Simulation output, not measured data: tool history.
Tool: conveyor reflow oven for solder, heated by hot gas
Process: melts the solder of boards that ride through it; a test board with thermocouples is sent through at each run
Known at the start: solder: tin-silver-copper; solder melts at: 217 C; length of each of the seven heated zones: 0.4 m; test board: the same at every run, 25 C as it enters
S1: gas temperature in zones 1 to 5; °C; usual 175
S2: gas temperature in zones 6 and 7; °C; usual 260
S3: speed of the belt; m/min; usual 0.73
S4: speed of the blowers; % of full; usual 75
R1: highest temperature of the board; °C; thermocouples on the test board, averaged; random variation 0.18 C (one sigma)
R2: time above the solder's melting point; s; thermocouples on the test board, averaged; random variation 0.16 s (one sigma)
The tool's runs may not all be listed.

| run | hour | S1 | S2 | S3 | S4 | R1 | R2 |
|---|---|---|---|---|---|---|---|
| 1 | 0 | 175 | 260 | 0.73 | 75 | 246.7 | 46.6 |
| 2 | 20.2 | 176 | 260 | 0.73 | 75 | 247.2 | 47.1 |
|  | 31.8 | flux residue cleaned out of gas plates and filters |
| 3 | 66 | 175 | 260 | 0.73 | 75 | 246.9 | 46.8 |
| 4 | 93.4 | 171 | 260 | 0.73 | 75 | 246.5 | 45.2 |
| 5 | 132.2 | 171 | 260 | 0.73 | 75 | 246.3 | 45.1 |
| 6 | 166.6 | 171 | 260 | 0.73 | 75 | 246.6 | 45.3 |
| 7 | 193.2 | 171 | 260 | 0.73 | 75 | 246.1 | 44.9 |
| 8 | 210.7 | 171 | 260 | 0.73 | 75 | 246.2 | 45 |
| 9 | 244.9 | 175 | 260 | 0.755 | 75 | 246 | 43.9 |
| 10 | 264.7 | 175 | 260 | 0.755 | 75 | 246.1 | 44.2 |
|  | 274.8 | thermocouples of zones 6 and 7 changed |
| 11 | 304.3 | 186 | 260 | 0.73 | 75 | 248.4 | 52 |
| 12 | 324.7 | 165 | 254 | 0.73 | 75 | 240.3 | 38.8 |
| 13 | 354.8 | 165 | 254 | 0.73 | 50 | 234.3 | 30.6 |
| 14 | 385.5 | 175 | 260 | 0.83 | 75 | 243.2 | 37.4 |
|  | 391.9 | belt drive overhauled, speed set with a stopwatch |
|  | 399.2 | flux residue cleaned out of gas plates and filters |
| 15 | 423.8 | 188 | 263 | 0.873 | 77 | 247.4 | 42 |
| 16 | 447.4 | 182 | 255 | 0.73 | 75 | 243.9 | 46.8 |
| 17 | 481.9 | 167 | 268 | 0.73 | 75 | 252.7 | 47.8 |
| 18 | 515.5 | 175 | 260 | 0.837 | 75 | 243.1 | 37.2 |
| 19 | 538.4 | 175 | 265 | 0.73 | 75 | 251.3 | 49.2 |
| 20 | 574.4 | 175 | 265 | 0.687 | 76 | 253.1 | 53.9 |
| 21 | 598.2 | 175 | 260 | 0.593 | 75 | 251.6 | 63.3 |

Forecast each of these 5 alternatives for the next run:
| A | 624.3 | 175 | 260 | 0.745 | 75 | ? | ? |
| B | 624.3 | 177 | 259 | 0.73 | 71 | ? | ? |
| C | 624.3 | 175 | 260 | 0.657 | 75 | ? | ? |
| D | 624.3 | 177 | 253 | 0.627 | 75 | ? | ? |
| E | 624.3 | 180 | 263 | 0.593 | 75 | ? | ? |

| run | R1 | R2 |
|---|---|---|
| A | 246.5 | 45.2 |
| B | 245.9 | 46.3 |
| C | 249.4 | 54.4 |
| D | 244.4 | 55.2 |
| E | 255.1 | 67.2 |
Without the tool's hidden state the same runs would have given:
| run | R1 | R2 |
|---|---|---|
| A | 246.5 | 45.2 |
| B | 246 | 46.3 |
| C | 249.4 | 54.5 |
| D | 244.4 | 55.2 |
| E | 255.1 | 67.2 |
